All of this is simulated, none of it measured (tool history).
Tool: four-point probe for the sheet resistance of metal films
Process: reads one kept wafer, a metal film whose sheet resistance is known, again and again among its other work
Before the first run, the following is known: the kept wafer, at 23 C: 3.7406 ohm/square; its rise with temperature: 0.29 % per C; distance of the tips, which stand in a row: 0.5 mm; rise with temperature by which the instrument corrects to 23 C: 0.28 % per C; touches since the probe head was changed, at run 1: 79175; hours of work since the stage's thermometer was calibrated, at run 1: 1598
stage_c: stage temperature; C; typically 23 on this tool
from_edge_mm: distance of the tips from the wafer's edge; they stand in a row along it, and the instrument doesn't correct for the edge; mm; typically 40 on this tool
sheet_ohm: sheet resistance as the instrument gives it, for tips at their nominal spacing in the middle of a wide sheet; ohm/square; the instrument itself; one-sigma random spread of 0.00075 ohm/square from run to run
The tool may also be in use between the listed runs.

| run | hour | stage_c | from_edge_mm | touches since the probe head was changed | hours of work since the stage's thermometer was calibrated | sheet_ohm |
|---|---|---|---|---|---|---|
| 1 | 0.0 | 23 | 40 | 79175 | 1598 | 3.773689 |
| 2 | 43.1 | 23 | 9 | 80333 | 1624 | 3.779557 |
| 3 | 93.8 | 23 | 9 | 81698 | 1655 | 3.781247 |
| 4 | 131.3 | 23 | 9 | 82705 | 1678 | 3.781695 |
| 5 | 195.1 | 23 | 9 | 84420 | 1717 | 3.780589 |
| 6 | 243.6 | 23 | 40 | 85722 | 1747 | 3.775973 |
| 7 | 312.7 | 23 | 8 | 87580 | 1789 | 3.783507 |
| 8 | 379.7 | 23 | 8 | 89382 | 1830 | 3.784317 |
| 9 | 436.5 | 23 | 8 | 90907 | 1865 | 3.783900 |
| 10 | 470.0 | 23 | 7 | 91809 | 1885 | 3.786912 |
| 11 | 522.2 | 23 | 40 | 93212 | 1917 | 3.776968 |
| 12 | 574.1 | 23 | 71 | 94605 | 1949 | 3.777230 |
| 13 | 639.2 | 23 | 11 | 96357 | 1988 | 3.782688 |
| 14 | 688.9 | 23 | 6 | 97692 | 2019 | 3.791833 |
| 15 | 728.3 | 23 | 40 | 98752 | 2043 | 3.778589 |
| 16 | 799.5 | 23 | 40 | 100663 | 2086 | 3.778908 |
| 17 | 844.9 | 23 | 40 | 101886 | 2114 | 3.780891 |
| 18 | 893.8 | 23 | 40 | 103199 | 2144 | 3.779421 |
| 19 | 939.4 | 26 | 40 | 104425 | 2172 | 3.780429 |
| 20 | 990.6 | 26 | 40 | 105800 | 2203 | 3.780320 |
| 21 | 1034.7 | 24 | 40 | 106985 | 2230 | 3.779400 |
|  | 1040.6 | stage's thermometer calibrated |
| 22 | 1086.0 | 24 | 8 | 108352 | 28 | 3.793505 |
| 23 | 1161.6 | 29 | 6 | 110383 | 74 | 3.801368 |
|  | 1214.7 | stage's thermometer calibrated, once more |
| 24 | 1214.7 | 29 | 6 | 111796 | 0 | 3.788926 |
| 25 | 1250.9 | 28 | 6 | 112771 | 22 | 3.788420 |
| 26 | 1292.4 | 23 | 4 | 113887 | 48 | 3.804398 |
| 27 | 1369.6 | 24 | 3 | 115961 | 95 | 3.830440 |
| 28 | 1427.0 | 30 | 15 | 117505 | 130 | 3.777363 |
| 29 | 1483.0 | 29 | 8 | 119010 | 164 | 3.783719 |
| 30 | 1548.0 | 28 | 11 | 120757 | 204 | 3.782082 |
| 31 | 1602.6 | 31 | 14 | 122224 | 237 | 3.780577 |
| 32 | 1673.1 | 18 | 3 | 124120 | 280 | 3.830957 |
| 33 | 1734.7 | 26 | 3 | 125774 | 318 | 3.832316 |
| 34 | 1803.0 | 29 | 24 | 127611 | 359 | 3.779288 |
| 35 | 1838.7 | 30 | 12 | 128570 | 381 | 3.782252 |
| 36 | 1910.7 | 30 | 12 | 130506 | 425 | 3.783159 |
| 37 | 1961.0 | 23 | 9 | 131858 | 456 | 3.783385 |
| 38 | 1995.7 | 25 | 64 | 132791 | 477 | 3.778998 |
| 39 | 2057.8 | 25 | 64 | 134458 | 515 | 3.778856 |
| 40 | 2112.9 | 35 | 40 | 135939 | 549 | 3.780829 |
| 41 | 2174.1 | 35 | 40 | 137585 | 586 | 3.781757 |
| 42 | 2216.0 | 22 | 10 | 138710 | 612 | 3.782306 |
| 43 | 2267.9 | 31 | 35 | 140105 | 643 | 3.781807 |
| 44 | 2315.4 | 22 | 9 | 141382 | 672 | 3.785218 |

Alternative continuations, all from the tool just after run 44; predict every row:
| A | 2372.1 | 22 | 9 | 142906 | 707 | ? |
| B | 2372.1 | 34 | 4 | 142906 | 707 | ? |
| C | 2372.1 | 21 | 6 | 142906 | 707 | ? |
| D | 2372.1 | 22 | 13 | 142906 | 707 | ? |
| E | 2372.1 | 25 | 40 | 142906 | 707 | ? |

| run | sheet_ohm |
|---|---|
| A | 3.785658 |
| B | 3.813858 |
| C | 3.792980 |
| D | 3.783532 |
| E | 3.780913 |
Without the tool's unlogged condition, the same runs would have read:
| run | sheet_ohm |
|---|---|
| A | 3.746053 |
| B | 3.774072 |
| C | 3.753295 |
| D | 3.743946 |
| E | 3.741377 |
